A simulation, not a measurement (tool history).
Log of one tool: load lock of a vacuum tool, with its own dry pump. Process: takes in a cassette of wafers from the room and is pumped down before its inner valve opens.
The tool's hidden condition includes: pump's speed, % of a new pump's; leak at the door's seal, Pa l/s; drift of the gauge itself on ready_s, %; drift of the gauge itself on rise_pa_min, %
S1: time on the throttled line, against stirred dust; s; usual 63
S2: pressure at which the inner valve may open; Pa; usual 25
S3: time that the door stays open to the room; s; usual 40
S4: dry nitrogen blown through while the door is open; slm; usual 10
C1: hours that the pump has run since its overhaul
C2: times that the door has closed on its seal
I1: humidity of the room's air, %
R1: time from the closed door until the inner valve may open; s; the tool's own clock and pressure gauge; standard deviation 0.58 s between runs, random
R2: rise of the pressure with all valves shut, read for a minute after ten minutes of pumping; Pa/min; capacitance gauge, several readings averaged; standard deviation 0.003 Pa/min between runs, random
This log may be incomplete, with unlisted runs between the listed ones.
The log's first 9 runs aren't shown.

run    hour   S1  S2   S3  S4    C1    C2    I1     R1     R2
      548.9  -- door's seal changed, seat wiped
 10   594.5   63  25   40  20  3772   104  46.9   83.3  0.034
 11   634.9   63  25   40  10  3813   195  45.1   83.9  0.042
 12   721.4   63  25   40  10  3899   391    47   82.2  0.053
 13   805.1   63  34   40  10  3983   581  43.3   82.7  0.051
 14   861.3  116  25   40  10  4039   708  45.2  131.3  0.054
 15   907.4  116  25   40  10  4085   813  44.5  130.3  0.048
 16   977.3   63  39   40  10  4155   971  44.1   81.2   0.05
 17  1023.3   63  39   40  10  4201  1075    45   81.8   0.05
 18  1096.1   63  25   40  10  4274  1240  43.3   82.4  0.051
 19  1160.7   63  25   40  10  4339  1387  47.1   83.1  0.054
 20  1220.9   63  25   40  10  4399  1523  45.1   82.9   0.06
 21  1295.2   63  25   40  10  4473  1691    46   82.2  0.061
 22  1375.4   41  42   40  41  4553  1873  46.7   60.8   0.03
 23  1437.9   63  25   40  12  4616  2015  44.4   82.2  0.056
 24  1494.7   63  25   40  12  4673  2143  47.2   83.1  0.054
 25  1549.2   63  22   87  10  4727  2267  43.9   83.2  0.089
 26  1595.2   63  22   87  10  4773  2371  47.3   82.5    0.1
 27    1662   63  22  183  10  4840  2522  46.4   83.6  0.152
 28  1707.1   63  22  183  10  4885  2625  44.9   83.2  0.144
 29    1779   46  23   40  10  4957  2788  41.4   68.8  0.059
 30  1846.6   90  22   40  10  5024  2941  40.6  107.8  0.062

Predict the results of run 31:
 31  1926.9  84  40  56  39  5105  3122  44.6   ?   ?

R1: 100.4 s
R2: 0.042 Pa/min
Had the tool carried no hidden state, the very same run would have given R1 99.8 s, R2 0.024 Pa/min.
